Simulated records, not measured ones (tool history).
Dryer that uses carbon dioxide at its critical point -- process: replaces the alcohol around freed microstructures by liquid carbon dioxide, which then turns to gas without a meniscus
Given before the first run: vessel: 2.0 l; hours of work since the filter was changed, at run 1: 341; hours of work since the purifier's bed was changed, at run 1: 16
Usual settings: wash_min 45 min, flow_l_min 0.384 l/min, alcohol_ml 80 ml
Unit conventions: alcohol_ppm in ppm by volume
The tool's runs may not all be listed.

| run | hour | wash_min | flow_l_min | alcohol_ml | hours of work since the filter was changed | hours of work since the purifier's bed was changed | alcohol_ppm |
|---|---|---|---|---|---|---|---|
| 1 | 0.0 | 45 | 0.384 | 80 | 341 | 16 | 144 |
| 2 | 14.0 | 45 | 0.384 | 80 | 346 | 22 | 139 |
| 3 | 37.2 | 45 | 0.384 | 80 | 355 | 31 | 141 |
| 4 | 55.3 | 45 | 0.384 | 80 | 362 | 38 | 137 |
|  | 68.2 | inlet filter changed |
| 5 | 68.9 | 45 | 0.384 | 80 | 0 | 42 | 115 |
| 6 | 84.7 | 45 | 0.384 | 80 | 6 | 49 | 106 |
| 7 | 95.8 | 45 | 0.384 | 80 | 11 | 53 | 113 |
| 8 | 119.3 | 45 | 0.384 | 80 | 20 | 62 | 111 |
| 9 | 130.8 | 45 | 0.384 | 80 | 24 | 66 | 120 |
| 10 | 140.3 | 45 | 0.384 | 80 | 28 | 70 | 120 |
| 11 | 161.4 | 45 | 0.384 | 80 | 36 | 78 | 121 |
| 12 | 179.5 | 45 | 0.384 | 80 | 43 | 85 | 122 |
| 13 | 195.5 | 45 | 0.384 | 80 | 49 | 91 | 136 |
| 14 | 218.9 | 45 | 0.511 | 30 | 58 | 100 | 38 |
| 15 | 236.4 | 55 | 0.253 | 80 | 65 | 107 | 358 |
| 16 | 254.7 | 30 | 0.384 | 22 | 72 | 114 | 234 |
| 17 | 277.4 | 30 | 0.384 | 22 | 81 | 123 | 241 |
| 18 | 297.1 | 65 | 0.384 | 92 | 88 | 131 | 44 |
| 19 | 316.5 | 27 | 0.384 | 80 | 96 | 138 | 1132 |
| 20 | 336.7 | 27 | 0.384 | 80 | 104 | 146 | 1139 |
| 21 | 352.9 | 56 | 0.384 | 77 | 110 | 152 | 70 |
| 22 | 376.3 | 30 | 0.384 | 83 | 119 | 161 | 838 |
| 23 | 389.6 | 34 | 0.384 | 80 | 124 | 166 | 477 |
| 24 | 412.8 | 38 | 0.611 | 86 | 133 | 175 | 70 |
| 25 | 431.5 | 38 | 0.611 | 86 | 140 | 183 | 72 |

Predict each of these 4 candidate next runs independently; none follows another, all start after run 25:
| A | 454.8 | 59 | 0.290 | 88 | 149 | 192 | ? |
| B | 454.8 | 38 | 0.384 | 59 | 149 | 192 | ? |
| C | 454.8 | 39 | 0.233 | 105 | 149 | 192 | ? |
| D | 454.8 | 45 | 0.384 | 89 | 149 | 192 | ? |

| run | alcohol_ppm |
|---|---|
| A | 188 |
| B | 256 |
| C | 2457 |
| D | 179 |
With the hidden condition removed and each run's random variation left untouched, the same runs would have given:
| run | alcohol_ppm |
|---|---|
| A | 111 |
| B | 172 |
| C | 2177 |
| D | 103 |

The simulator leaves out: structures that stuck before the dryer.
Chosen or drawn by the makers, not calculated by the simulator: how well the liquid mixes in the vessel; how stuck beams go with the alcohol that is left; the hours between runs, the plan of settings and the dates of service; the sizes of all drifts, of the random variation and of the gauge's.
